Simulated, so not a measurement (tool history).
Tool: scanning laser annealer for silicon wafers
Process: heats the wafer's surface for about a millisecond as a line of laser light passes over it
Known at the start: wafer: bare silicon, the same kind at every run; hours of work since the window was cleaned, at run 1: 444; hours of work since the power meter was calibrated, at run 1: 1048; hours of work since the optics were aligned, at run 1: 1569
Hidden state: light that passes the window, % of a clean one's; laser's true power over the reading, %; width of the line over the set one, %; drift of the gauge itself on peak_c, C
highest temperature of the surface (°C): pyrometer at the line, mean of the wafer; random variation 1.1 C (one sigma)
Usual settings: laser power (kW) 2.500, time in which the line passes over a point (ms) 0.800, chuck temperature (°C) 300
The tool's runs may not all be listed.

| run | hour | laser power (kW) | time in which the line passes over a point (ms) | chuck temperature (°C) | hours of work since the window was cleaned | hours of work since the power meter was calibrated | hours of work since the optics were aligned | highest temperature of the surface (°C) |
|---|---|---|---|---|---|---|---|---|
| 1 | 0.0 | 2.500 | 0.800 | 300 | 444 | 1048 | 1569 | 1034 |
| 2 | 22.1 | 2.500 | 0.800 | 300 | 462 | 1065 | 1586 | 1032 |
| 3 | 41.9 | 2.500 | 0.800 | 301 | 477 | 1081 | 1602 | 1035 |
|  | 55.9 | window over the wafer cleaned |
| 4 | 59.4 | 2.500 | 0.800 | 301 | 3 | 1093 | 1614 | 1048 |
| 5 | 76.1 | 2.500 | 0.800 | 301 | 16 | 1107 | 1628 | 1047 |
| 6 | 108.2 | 2.500 | 0.800 | 301 | 42 | 1132 | 1653 | 1046 |
| 7 | 136.7 | 2.500 | 0.800 | 300 | 64 | 1155 | 1676 | 1045 |
| 8 | 157.5 | 2.500 | 0.800 | 300 | 81 | 1171 | 1692 | 1043 |
| 9 | 183.6 | 2.500 | 0.800 | 300 | 102 | 1192 | 1713 | 1045 |
| 10 | 198.4 | 2.500 | 0.800 | 300 | 113 | 1204 | 1725 | 1044 |
| 11 | 219.3 | 2.401 | 0.800 | 300 | 130 | 1221 | 1741 | 1015 |
|  | 241.9 | optics aligned, line set to its width |
| 12 | 250.6 | 2.401 | 0.800 | 300 | 151 | 1241 | 7 | 1020 |
| 13 | 265.1 | 2.401 | 0.800 | 300 | 162 | 1253 | 18 | 1021 |
| 14 | 288.4 | 2.401 | 0.800 | 300 | 181 | 1272 | 37 | 1019 |
| 15 | 302.0 | 2.500 | 0.864 | 266 | 192 | 1282 | 48 | 1048 |

Forecast run 16:
| 16 | 323.7 | 2.569 | 0.800 | 335 | 209 | 1300 | 65 | ? |

highest temperature of the surface (°C): 1105
Without the tool's hidden state the same run would have given highest temperature of the surface (°C) 1111.

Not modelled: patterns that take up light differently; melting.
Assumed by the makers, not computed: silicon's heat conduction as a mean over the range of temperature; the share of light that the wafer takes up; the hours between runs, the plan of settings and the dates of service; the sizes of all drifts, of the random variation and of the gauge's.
